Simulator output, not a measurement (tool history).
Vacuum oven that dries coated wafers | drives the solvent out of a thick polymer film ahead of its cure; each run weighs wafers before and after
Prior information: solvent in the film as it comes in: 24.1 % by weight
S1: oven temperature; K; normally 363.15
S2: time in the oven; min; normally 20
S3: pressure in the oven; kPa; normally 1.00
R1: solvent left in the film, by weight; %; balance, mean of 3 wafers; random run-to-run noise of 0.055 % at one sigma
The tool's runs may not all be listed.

run    hour      S1  S2    S3     R1
  1     0.0  363.15  20  1.00   2.67
  2   113.9  363.15  20  1.00   2.63
  3   198.3  363.15  20  1.00   2.62
  4   300.4  363.15  20  1.00   2.67
  5   392.6  363.15  16  1.00   3.24
  6   480.8  363.15  16  1.00   3.39
  7   547.0  363.15  16  1.05   3.38
  8   594.1  363.15  16  1.05   3.42
  9   709.0  363.15  10  1.05   5.47
 10   795.3  363.15  20  1.00   2.84
 11   896.6  363.15  20  1.00   2.96
 12  1004.3  363.15  20  1.00   2.98
 13  1061.6  363.15  20  1.00   2.86
 14  1161.3  363.15  20  1.00   2.82
 15  1256.5  363.15  20  1.00   2.89
 16  1315.3  363.15  20  1.00   2.97
 17  1418.4  363.15  20  1.00   3.01
 18  1478.6  363.15  20  1.00   3.00
 19  1592.1  363.15  20  1.00   2.99
 20  1650.2  363.15  34  1.00   2.56
 21  1740.7  363.15  34  1.00   2.50
 22  1794.8  363.15  34  1.00   2.64
 23  1856.1  356.15  20  1.00   4.40
 24  1909.5  363.15  20  1.11   3.18
 25  1981.0  363.15  15  0.74   3.30
 26  2061.0  363.15  15  0.74   3.48
 27  2109.3  352.15  28  0.74   4.22
 28  2182.6  355.15  10  2.16  10.32
 29  2281.6  365.15  36  1.73   3.52
 30  2343.3  365.15  36  1.73   3.63
 31  2409.9  363.15  20  0.75   2.87
     2428.6  -- oven's thermocouples calibrated
 32  2465.9  363.15  20  0.75   3.00
 33  2527.1  375.15  33  0.53   1.35
 34  2619.7  375.15  33  2.60   3.75
     2708.0  -- vacuum gauge cleaned of residue and calibrated
 35  2726.1  350.15  21  1.54   6.61
 36  2834.6  366.15  25  0.87   1.63
 37  2928.2  365.15  15  0.50   2.04
 38  3040.2  375.15  15  0.57   0.98
 39  3139.5  375.15  15  0.57   0.92
 40  3242.9  375.15  15  0.57   1.01
 41  3309.8  375.15  15  0.57   1.04
 42  3420.5  363.15  21  2.08   4.29
 43  3509.2  369.15  27  1.42   2.14
 44  3600.9  355.15  23  0.53   2.59
 45  3708.1  354.15  15  0.53   4.73
 46  3795.7  365.15  31  0.75   1.44
 47  3864.8  365.15  31  0.75   1.61

Measured result minus the same run's result without the hidden state. Both carry the same run-to-run variation, though not necessarily the same gauge scatter:
Hidden state at play: true wafer temperature over the reading, C; true pressure over the reading, kPa; drift of the gauge itself on solvent_pct, %.
run     R1
  1  +0.28
  2  +0.30
  3  +0.32
  4  +0.35
  5  +0.33
  6  +0.36
  7  +0.37
  8  +0.38
  9  +0.30
 10  +0.45
 11  +0.48
 12  +0.51
 13  +0.51
 14  +0.52
 15  +0.56
 16  +0.58
 17  +0.59
 18  +0.62
 19  +0.63
 20  +0.75
 21  +0.75
 22  +0.78
 23  +0.80
 24  +0.68
 25  +0.61
 26  +0.64
 27  +1.17
 28  +0.47
 29  +0.77
 30  +0.79
 31  +0.84
 32  +1.10
 33  +0.75
 34  +0.76
 35  -0.11
 36  +0.00
 37  -0.02
 38  +0.02
 39  +0.04
 40  +0.06
 41  +0.07
 42  +0.08
 43  +0.14
 44  +0.22
 45  +0.14
 46  +0.26
 47  +0.27
